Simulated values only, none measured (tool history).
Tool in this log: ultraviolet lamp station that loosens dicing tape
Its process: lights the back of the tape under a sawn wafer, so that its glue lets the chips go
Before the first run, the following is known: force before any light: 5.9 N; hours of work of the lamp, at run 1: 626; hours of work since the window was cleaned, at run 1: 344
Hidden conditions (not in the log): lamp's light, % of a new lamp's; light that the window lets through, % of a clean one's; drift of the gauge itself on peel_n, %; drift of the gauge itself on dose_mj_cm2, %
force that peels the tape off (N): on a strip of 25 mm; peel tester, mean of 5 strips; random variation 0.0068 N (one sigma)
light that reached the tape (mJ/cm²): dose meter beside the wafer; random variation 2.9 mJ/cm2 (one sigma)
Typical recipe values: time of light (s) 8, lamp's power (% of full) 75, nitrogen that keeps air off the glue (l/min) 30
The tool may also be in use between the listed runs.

| run | hour | time of light (s) | lamp's power (% of full) | nitrogen that keeps air off the glue (l/min) | hours of work of the lamp | hours of work since the window was cleaned | force that peels the tape off (N) | light that reached the tape (mJ/cm²) |
|---|---|---|---|---|---|---|---|---|
| 1 | 0.0 | 8 | 75 | 30 | 626 | 344 | 0.226 | 403 |
| 2 | 21.5 | 8 | 75 | 53 | 640 | 358 | 0.178 | 406 |
| 3 | 50.8 | 9 | 75 | 53 | 659 | 377 | 0.148 | 456 |
| 4 | 72.1 | 9 | 75 | 53 | 673 | 391 | 0.153 | 458 |
| 5 | 89.3 | 9 | 75 | 53 | 685 | 402 | 0.146 | 458 |
| 6 | 106.7 | 9 | 75 | 30 | 696 | 414 | 0.192 | 454 |
| 7 | 126.5 | 9 | 75 | 30 | 709 | 427 | 0.183 | 459 |
| 8 | 142.6 | 9 | 75 | 30 | 720 | 437 | 0.178 | 457 |
| 9 | 167.5 | 9 | 75 | 30 | 736 | 454 | 0.183 | 456 |
| 10 | 191.3 | 8 | 84 | 30 | 752 | 469 | 0.183 | 458 |
|  | 197.9 | lamp changed |
| 11 | 222.3 | 8 | 88 | 30 | 16 | 489 | 0.158 | 474 |
|  | 244.1 | window cleaned of glue's vapour |
| 12 | 253.5 | 12 | 68 | 30 | 36 | 6 | 0.128 | 556 |
| 13 | 275.0 | 12 | 68 | 30 | 50 | 20 | 0.122 | 551 |
| 14 | 289.1 | 8 | 94 | 50 | 60 | 30 | 0.109 | 507 |
| 15 | 304.8 | 14 | 75 | 20 | 70 | 40 | 0.103 | 723 |
| 16 | 329.2 | 8 | 75 | 52 | 86 | 56 | 0.180 | 408 |
| 17 | 350.1 | 8 | 75 | 52 | 100 | 70 | 0.191 | 411 |

The same runs without the tool's hidden state, with the same run-to-run variation:
| run | light that reached the tape (mJ/cm²) |
|---|---|
| 1 | 405 |
| 2 | 408 |
| 3 | 458 |
| 4 | 460 |
| 5 | 461 |
| 6 | 456 |
| 7 | 461 |
| 8 | 460 |
| 9 | 458 |
| 10 | 461 |
| 11 | 475 |
| 12 | 556 |
| 13 | 551 |
| 14 | 508 |
| 15 | 724 |
| 16 | 409 |
| 17 | 412 |
force that peels the tape off (N): at most 0.002 away from the measurement, every run.
